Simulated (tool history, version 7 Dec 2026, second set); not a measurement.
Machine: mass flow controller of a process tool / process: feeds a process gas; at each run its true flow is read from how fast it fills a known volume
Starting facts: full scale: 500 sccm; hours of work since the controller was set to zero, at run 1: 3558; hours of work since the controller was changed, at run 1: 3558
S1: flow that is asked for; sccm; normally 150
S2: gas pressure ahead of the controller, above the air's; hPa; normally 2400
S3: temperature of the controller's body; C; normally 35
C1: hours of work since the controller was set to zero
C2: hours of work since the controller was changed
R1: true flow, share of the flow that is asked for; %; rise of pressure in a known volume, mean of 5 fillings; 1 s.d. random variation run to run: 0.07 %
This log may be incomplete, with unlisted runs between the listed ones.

| run | hour | S1 | S2 | S3 | C1 | C2 | R1 |
|---|---|---|---|---|---|---|---|
| 1 | 0 | 150 | 2400 | 35 | 3558 | 3558 | 96.36 |
| 2 | 291.6 | 280 | 2400 | 35 | 3725 | 3725 | 96.74 |
| 3 | 565.4 | 280 | 2400 | 35 | 3881 | 3881 | 96.63 |
| 4 | 796.2 | 280 | 1820 | 35 | 4012 | 4012 | 96.85 |
| 5 | 1155.9 | 280 | 1820 | 35 | 4217 | 4217 | 96.7 |
| 6 | 1600.2 | 150 | 2400 | 35 | 4471 | 4471 | 95.79 |
| 7 | 2035.7 | 150 | 2400 | 35 | 4719 | 4719 | 95.7 |
| 8 | 2482.3 | 150 | 2400 | 35 | 4974 | 4974 | 95.37 |
| 9 | 2678 | 150 | 2400 | 35 | 5085 | 5085 | 95.28 |
| 10 | 3057.8 | 150 | 2400 | 35 | 5302 | 5302 | 95.18 |
| 11 | 3257.3 | 150 | 2400 | 35 | 5415 | 5415 | 94.99 |
| 12 | 3551.6 | 433 | 2400 | 35 | 5583 | 5583 | 96.11 |
| 13 | 3880.5 | 433 | 2400 | 35 | 5771 | 5771 | 95.94 |
| 14 | 4211.8 | 433 | 2400 | 35 | 5959 | 5959 | 95.92 |
| 15 | 4658.8 | 433 | 2400 | 35 | 6214 | 6214 | 95.69 |
| 16 | 4864 | 433 | 2400 | 35 | 6331 | 6331 | 95.7 |
| 17 | 5280.5 | 433 | 2400 | 35 | 6569 | 6569 | 95.59 |
| 18 | 5657.8 | 433 | 2400 | 35 | 6784 | 6784 | 95.53 |
| 19 | 5962.6 | 50 | 2400 | 35 | 6957 | 6957 | 91.44 |
|  | 6159.2 | controller exchanged for a calibrated one |
| 20 | 6417.2 | 150 | 2400 | 35 | 147 | 147 | 98.61 |
| 21 | 6687.3 | 150 | 2400 | 33 | 301 | 301 | 98.58 |
| 22 | 6927.8 | 150 | 2110 | 33 | 438 | 438 | 98.67 |
| 23 | 7159.1 | 150 | 1730 | 35 | 570 | 570 | 98.5 |
| 24 | 7376.7 | 150 | 1730 | 35 | 694 | 694 | 98.49 |
|  | 7418 | controller's zero set anew |
| 25 | 7834.3 | 188 | 1730 | 35 | 237 | 955 | 98.32 |
| 26 | 8053.1 | 188 | 1730 | 35 | 362 | 1079 | 98.22 |
| 27 | 8307.5 | 341 | 2370 | 35 | 507 | 1224 | 98.34 |

What will run 28 give?
|  | 8467.1 | controller's zero set anew, once more |
| 28 | 8551.9 | 341 | 2370 | 35 | 48 | 1363 | ? |

Logged for run 28: R1 98.48 %.
With no hidden state in the tool, this same run would have given R1 99.25 %.
